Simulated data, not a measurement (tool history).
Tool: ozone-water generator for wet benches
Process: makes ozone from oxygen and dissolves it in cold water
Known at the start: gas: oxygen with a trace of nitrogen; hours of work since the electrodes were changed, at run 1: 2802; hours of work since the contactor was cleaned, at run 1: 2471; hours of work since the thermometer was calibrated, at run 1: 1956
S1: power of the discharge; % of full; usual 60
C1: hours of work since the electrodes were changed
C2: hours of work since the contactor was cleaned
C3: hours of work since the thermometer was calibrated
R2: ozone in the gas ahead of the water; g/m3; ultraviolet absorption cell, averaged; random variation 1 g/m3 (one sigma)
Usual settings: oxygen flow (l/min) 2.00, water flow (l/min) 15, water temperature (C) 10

{"run": 1, "hour": 0.0, "S1": 60, "oxygen flow (l/min)": 2.0, "water flow (l/min)": 15, "water temperature (C)": 10, "C1": 2802, "C2": 2471, "C3": 1956, "dissolved ozone (ppm)": 9.9, "R2": 168.6}
{"run": 2, "hour": 115.8, "S1": 46, "oxygen flow (l/min)": 2.0, "water flow (l/min)": 15, "water temperature (C)": 10, "C1": 2888, "C2": 2557, "C3": 2042, "dissolved ozone (ppm)": 8.7, "R2": 145.7}
{"run": 3, "hour": 221.0, "S1": 60, "oxygen flow (l/min)": 2.0, "water flow (l/min)": 15, "water temperature (C)": 10, "C1": 2965, "C2": 2634, "C3": 2120, "dissolved ozone (ppm)": 10.1, "R2": 166.7}
{"run": 4, "hour": 364.4, "S1": 60, "oxygen flow (l/min)": 2.0, "water flow (l/min)": 15, "water temperature (C)": 10, "C1": 3071, "C2": 2740, "C3": 2225, "dissolved ozone (ppm)": 9.9, "R2": 167.6}
{"run": 5, "hour": 497.3, "S1": 60, "oxygen flow (l/min)": 2.0, "water flow (l/min)": 15, "water temperature (C)": 10, "C1": 3169, "C2": 2838, "C3": 2323, "dissolved ozone (ppm)": 10.1, "R2": 166.0}
{"run": 6, "hour": 587.5, "S1": 60, "oxygen flow (l/min)": 2.0, "water flow (l/min)": 15, "water temperature (C)": 5, "C1": 3236, "C2": 2905, "C3": 2390, "dissolved ozone (ppm)": 10.5, "R2": 166.1}
{"run": 7, "hour": 675.3, "S1": 60, "oxygen flow (l/min)": 2.0, "water flow (l/min)": 16, "water temperature (C)": 10, "C1": 3301, "C2": 2969, "C3": 2455, "dissolved ozone (ppm)": 9.0, "R2": 164.9}
{"run": 8, "hour": 771.3, "S1": 60, "oxygen flow (l/min)": 1.21, "water flow (l/min)": 16, "water temperature (C)": 10, "C1": 3371, "C2": 3040, "C3": 2526, "dissolved ozone (ppm)": 7.6, "R2": 205.2}
{"run": 9, "hour": 918.9, "S1": 60, "oxygen flow (l/min)": 2.0, "water flow (l/min)": 15, "water temperature (C)": 10, "C1": 3480, "C2": 3149, "C3": 2634, "dissolved ozone (ppm)": 9.8, "R2": 165.9}
{"run": 10, "hour": 1022.9, "S1": 60, "oxygen flow (l/min)": 2.0, "water flow (l/min)": 15, "water temperature (C)": 10, "C1": 3557, "C2": 3226, "C3": 2711, "dissolved ozone (ppm)": 10.0, "R2": 163.9}
{"run": 11, "hour": 1132.3, "S1": 60, "oxygen flow (l/min)": 2.0, "water flow (l/min)": 15, "water temperature (C)": 10, "C1": 3638, "C2": 3307, "C3": 2792, "dissolved ozone (ppm)": 9.8, "R2": 164.9}
{"run": 12, "hour": 1263.3, "S1": 60, "oxygen flow (l/min)": 1.37, "water flow (l/min)": 15, "water temperature (C)": 10, "C1": 3735, "C2": 3403, "C3": 2889, "dissolved ozone (ppm)": 8.4, "R2": 195.2}
{"run": 13, "hour": 1345.3, "S1": 60, "oxygen flow (l/min)": 2.0, "water flow (l/min)": 15, "water temperature (C)": 10, "C1": 3795, "C2": 3464, "C3": 2949, "dissolved ozone (ppm)": 9.9, "R2": 164.2}
{"run": 14, "hour": 1434.1, "S1": 74, "oxygen flow (l/min)": 1.33, "water flow (l/min)": 15, "water temperature (C)": 10, "C1": 3861, "C2": 3529, "C3": 3015, "dissolved ozone (ppm)": 9.4, "R2": 218.3}
{"run": 15, "hour": 1516.2, "S1": 48, "oxygen flow (l/min)": 2.26, "water flow (l/min)": 15, "water temperature (C)": 13, "C1": 3921, "C2": 3590, "C3": 3075, "dissolved ozone (ppm)": 8.5, "R2": 139.2}
{"run": 16, "hour": 1632.6, "S1": 48, "oxygen flow (l/min)": 2.26, "water flow (l/min)": 12, "water temperature (C)": 12, "C1": 4007, "C2": 3676, "C3": 3161, "dissolved ozone (ppm)": 11.0, "R2": 137.6}
{"run": 17, "hour": 1750.0, "S1": 60, "oxygen flow (l/min)": 2.0, "water flow (l/min)": 13, "water temperature (C)": 8, "C1": 4094, "C2": 3762, "C3": 3248, "dissolved ozone (ppm)": 11.5, "R2": 163.5}
{"run": 18, "hour": 1864.4, "S1": 81, "oxygen flow (l/min)": 2.0, "water flow (l/min)": 15, "water temperature (C)": 8, "C1": 4178, "C2": 3847, "C3": 3332, "dissolved ozone (ppm)": 11.5, "R2": 188.1}
{"run": 19, "hour": 1955.0, "S1": 94, "oxygen flow (l/min)": 1.55, "water flow (l/min)": 9, "water temperature (C)": 8, "C1": 4245, "C2": 3914, "C3": 3399, "dissolved ozone (ppm)": 19.7, "R2": 226.1}
{"hour": 1968.8, "done": "water thermometer calibrated"}
{"run": 20, "hour": 2073.2, "S1": 94, "oxygen flow (l/min)": 1.88, "water flow (l/min)": 9, "water temperature (C)": 8, "C1": 4332, "C2": 4001, "C3": 77, "dissolved ozone (ppm)": 20.4, "R2": 209.9}
{"run": 21, "hour": 2180.2, "S1": 94, "oxygen flow (l/min)": 1.88, "water flow (l/min)": 9, "water temperature (C)": 8, "C1": 4411, "C2": 4080, "C3": 156, "dissolved ozone (ppm)": 20.6, "R2": 208.9}
{"run": 22, "hour": 2259.1, "S1": 41, "oxygen flow (l/min)": 1.03, "water flow (l/min)": 14, "water temperature (C)": 15, "C1": 4469, "C2": 4138, "C3": 214, "dissolved ozone (ppm)": 6.4, "R2": 177.7}
{"hour": 2352.5, "done": "water thermometer calibrated, once more"}
{"run": 23, "hour": 2383.5, "S1": 60, "oxygen flow (l/min)": 2.49, "water flow (l/min)": 14, "water temperature (C)": 10, "C1": 4560, "C2": 4229, "C3": 23, "dissolved ozone (ppm)": 10.8, "R2": 145.2}
{"run": 24, "hour": 2511.9, "S1": 60, "oxygen flow (l/min)": 1.68, "water flow (l/min)": 15, "water temperature (C)": 10, "C1": 4655, "C2": 4324, "C3": 118, "dissolved ozone (ppm)": 8.8, "R2": 172.4}
{"run": 25, "hour": 2597.4, "S1": 47, "oxygen flow (l/min)": 2.64, "water flow (l/min)": 16, "water temperature (C)": 6, "C1": 4718, "C2": 4387, "C3": 181, "dissolved ozone (ppm)": 8.8, "R2": 124.5}
{"run": 26, "hour": 2701.4, "S1": 60, "oxygen flow (l/min)": 3.0, "water flow (l/min)": 15, "water temperature (C)": 8, "C1": 4795, "C2": 4464, "C3": 257, "dissolved ozone (ppm)": 10.8, "R2": 133.6}

5 ways to go on from here, each from the tool as it stands after run 26. What would each give?
{"run": "A", "hour": 2857.0, "S1": 48, "oxygen flow (l/min)": 1.87, "water flow (l/min)": 15, "water temperature (C)": 17, "C1": 4910, "C2": 4579, "C3": 372, "dissolved ozone (ppm)": "?", "R2": "?"}
{"run": "B", "hour": 2857.0, "S1": 60, "oxygen flow (l/min)": 1.27, "water flow (l/min)": 20, "water temperature (C)": 8, "C1": 4910, "C2": 4579, "C3": 372, "dissolved ozone (ppm)": "?", "R2": "?"}
{"run": "C", "hour": 2857.0, "S1": 55, "oxygen flow (l/min)": 2.02, "water flow (l/min)": 15, "water temperature (C)": 14, "C1": 4910, "C2": 4579, "C3": 372, "dissolved ozone (ppm)": "?", "R2": "?"}
{"run": "D", "hour": 2857.0, "S1": 60, "oxygen flow (l/min)": 1.68, "water flow (l/min)": 15, "water temperature (C)": 10, "C1": 4910, "C2": 4579, "C3": 372, "dissolved ozone (ppm)": "?", "R2": "?"}
{"run": "E", "hour": 2857.0, "S1": 54, "oxygen flow (l/min)": 3.0, "water flow (l/min)": 15, "water temperature (C)": 16, "C1": 4910, "C2": 4579, "C3": 372, "dissolved ozone (ppm)": "?", "R2": "?"}

run=A dissolved_ozone_(ppm)=7.6 R2=147.0
run=B dissolved_ozone_(ppm)=5.5 R2=194.0
run=C dissolved_ozone_(ppm)=8.8 R2=152.1
run=D dissolved_ozone_(ppm)=9.0 R2=173.4
run=E dissolved_ozone_(ppm)=9.4 R2=126.1
Without the tool's hidden state the same runs would have given:
run=A dissolved_ozone_(ppm)=8.7 R2=162.6
run=B dissolved_ozone_(ppm)=6.4 R2=218.0
run=C dissolved_ozone_(ppm)=10.2 R2=169.8
run=D dissolved_ozone_(ppm)=10.4 R2=194.7
run=E dissolved_ozone_(ppm)=10.9 R2=140.6
